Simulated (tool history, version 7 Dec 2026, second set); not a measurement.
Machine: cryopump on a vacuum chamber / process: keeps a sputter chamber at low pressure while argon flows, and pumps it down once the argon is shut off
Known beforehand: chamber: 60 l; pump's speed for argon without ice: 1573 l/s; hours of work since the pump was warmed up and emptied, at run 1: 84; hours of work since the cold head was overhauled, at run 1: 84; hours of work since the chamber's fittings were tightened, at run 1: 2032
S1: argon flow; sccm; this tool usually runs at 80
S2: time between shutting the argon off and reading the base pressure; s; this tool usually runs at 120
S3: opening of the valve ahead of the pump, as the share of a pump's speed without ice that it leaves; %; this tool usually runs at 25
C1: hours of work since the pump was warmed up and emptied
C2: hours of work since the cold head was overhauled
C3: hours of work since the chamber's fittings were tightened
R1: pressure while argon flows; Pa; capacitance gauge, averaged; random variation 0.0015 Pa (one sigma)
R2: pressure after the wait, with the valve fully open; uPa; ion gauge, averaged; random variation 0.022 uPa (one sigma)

Run 1, hour 0.0: usual settings; C1 84; C2 84; C3 2032. Result: R1 0.3464 Pa, R2 1.88 uPa.
Run 2, hour 11.2: usual settings but S3 20 %; C1 91; C2 91; C3 2040. Result: R1 0.4341 Pa, R2 1.94 uPa.
Run 3, hour 20.5: usual settings but S3 28 %; C1 97; C2 97; C3 2046. Result: R1 0.3082 Pa, R2 1.95 uPa.
Run 4, hour 40.0: usual settings but S3 28 %; C1 110; C2 110; C3 2058. Result: R1 0.3084 Pa, R2 1.93 uPa.
Run 5, hour 58.2: usual settings; C1 122; C2 122; C3 2070. Result: R1 0.3497 Pa, R2 1.89 uPa.
Run 6, hour 74.1: usual settings; C1 132; C2 132; C3 2080. Result: R1 0.3474 Pa, R2 1.96 uPa.
Run 7, hour 92.4: usual settings but S2 140 s; C1 143; C2 143; C3 2092. Result: R1 0.3500 Pa, R2 1.88 uPa.
Run 8, hour 112.3: usual settings; C1 156; C2 156; C3 2104. Result: R1 0.3473 Pa, R2 1.97 uPa.
Run 9, hour 131.0: usual settings; C1 168; C2 168; C3 2116. Result: R1 0.3480 Pa, R2 2.00 uPa.
Run 10, hour 145.2: usual settings but S1 76 sccm; C1 177; C2 177; C3 2125. Result: R1 0.3325 Pa, R2 1.99 uPa.
Run 11, hour 164.5: usual settings but S1 40 sccm; C1 190; C2 190; C3 2138. Result: R1 0.1753 Pa, R2 2.03 uPa.
Run 12, hour 185.7: usual settings but S1 40 sccm; C1 203; C2 203; C3 2151. Result: R1 0.1751 Pa, R2 2.05 uPa.
Run 13, hour 198.4: usual settings but S1 40 sccm; C1 211; C2 211; C3 2159. Result: R1 0.1755 Pa, R2 2.05 uPa.
Run 14, hour 210.8: usual settings but S1 40 sccm; C1 219; C2 219; C3 2167. Result: R1 0.1765 Pa, R2 2.01 uPa.
Run 15, hour 225.6: usual settings but S1 107 sccm; C1 229; C2 229; C3 2177. Result: R1 0.4697 Pa, R2 2.10 uPa.
Run 16, hour 236.7: usual settings but S1 107 sccm, S3 27 %; C1 236; C2 236; C3 2184. Result: R1 0.4355 Pa, R2 2.02 uPa.
Run 17, hour 252.1: usual settings; C1 246; C2 246; C3 2194. Result: R1 0.3529 Pa, R2 2.09 uPa.
Run 18, hour 264.0: usual settings but S1 41 sccm, S2 25 s, S3 50 %; C1 253; C2 253; C3 2201. Result: R1 0.0922 Pa, R2 3.76 uPa.
Run 19, hour 275.7: usual settings but S1 132 sccm, S2 67 s, S3 51 %; C1 261; C2 261; C3 2209. Result: R1 0.2903 Pa, R2 2.49 uPa.
Run 20, hour 293.4: usual settings but S1 47 sccm, S2 69 s, S3 31 %; C1 272; C2 272; C3 2220. Result: R1 0.1674 Pa, R2 2.43 uPa.
Run 21, hour 311.4: usual settings but S1 41 sccm; C1 284; C2 284; C3 2232. Result: R1 0.1803 Pa, R2 2.17 uPa.
Run 22, hour 330.0: usual settings but S1 41 sccm; C1 296; C2 296; C3 2244. Result: R1 0.1805 Pa, R2 2.23 uPa.
Run 23, hour 352.0: usual settings but S1 42 sccm, S2 223 s, S3 17 %; C1 310; C2 310; C3 2258. Result: R1 0.2720 Pa, R2 2.01 uPa.
Run 24, hour 367.7: usual settings but S1 120 sccm, S2 239 s, S3 46 %; C1 320; C2 320; C3 2268. Result: R1 0.2985 Pa, R2 1.99 uPa.
Run 25, hour 383.3: usual settings but S1 120 sccm, S2 239 s, S3 46 %; C1 330; C2 330; C3 2278. Result: R1 0.2964 Pa, R2 2.03 uPa.
Run 26, hour 397.6: usual settings but S1 101 sccm; C1 339; C2 339; C3 2287. Result: R1 0.4501 Pa, R2 2.26 uPa.
Run 27, hour 406.7: usual settings but S1 32 sccm, S2 64 s, S3 19 %; C1 345; C2 345; C3 2293. Result: R1 0.1852 Pa, R2 2.60 uPa.
Run 28, hour 422.8: usual settings but S1 32 sccm, S2 64 s, S3 19 %; C1 355; C2 355; C3 2303. Result: R1 0.1853 Pa, R2 2.64 uPa.
Run 29, hour 432.5: usual settings but S1 60 sccm, S2 97 s, S3 22 %; C1 361; C2 361; C3 2309. Result: R1 0.3011 Pa, R2 2.29 uPa.
Run 30, hour 443.8: usual settings but S1 61 sccm, S2 29 s, S3 22 %; C1 369; C2 369; C3 2317. Result: R1 0.3065 Pa, R2 3.62 uPa.
Run 31, hour 459.9: usual settings but S1 61 sccm, S2 29 s, S3 22 %; C1 379; C2 379; C3 2327. Result: R1 0.3072 Pa, R2 3.57 uPa.
Run 32, hour 479.6: usual settings but S1 76 sccm, S3 20 %; C1 391; C2 391; C3 2339. Result: R1 0.4184 Pa, R2 2.31 uPa.
Run 33, hour 498.3: usual settings but S1 76 sccm, S3 20 %; C1 403; C2 403; C3 2351. Result: R1 0.4214 Pa, R2 2.30 uPa.
Run 34, hour 513.4: usual settings but S1 76 sccm, S3 20 %; C1 413; C2 413; C3 2361. Result: R1 0.4210 Pa, R2 2.21 uPa.

Branching from run 34: 4 alternative next runs. What would each branch give?
Run A, hour 530.9: usual settings but S1 32 sccm, S2 203 s, S3 47 %; C1 424; C2 424; C3 2372. Result: R1 ?, R2 ?.
Run B, hour 530.9: usual settings but S3 51 %; C1 424; C2 424; C3 2372. Result: R1 ?, R2 ?.
Run C, hour 530.9: usual settings but S1 76 sccm, S2 42 s, S3 33 %; C1 424; C2 424; C3 2372. Result: R1 ?, R2 ?.
Run D, hour 530.9: usual settings but S1 62 sccm, S2 48 s, S3 20 %; C1 424; C2 424; C3 2372. Result: R1 ?, R2 ?.

run      R1    R2
  A  0.0781  2.17
  B  0.1801  2.34
  C  0.2599  3.06
  D  0.3433  2.98
Without the tool's hidden state the same runs would have given:
run      R1    R2
  A  0.0729  0.47
  B  0.1672  0.61
  C  0.2475  1.37
  D  0.3332  1.26
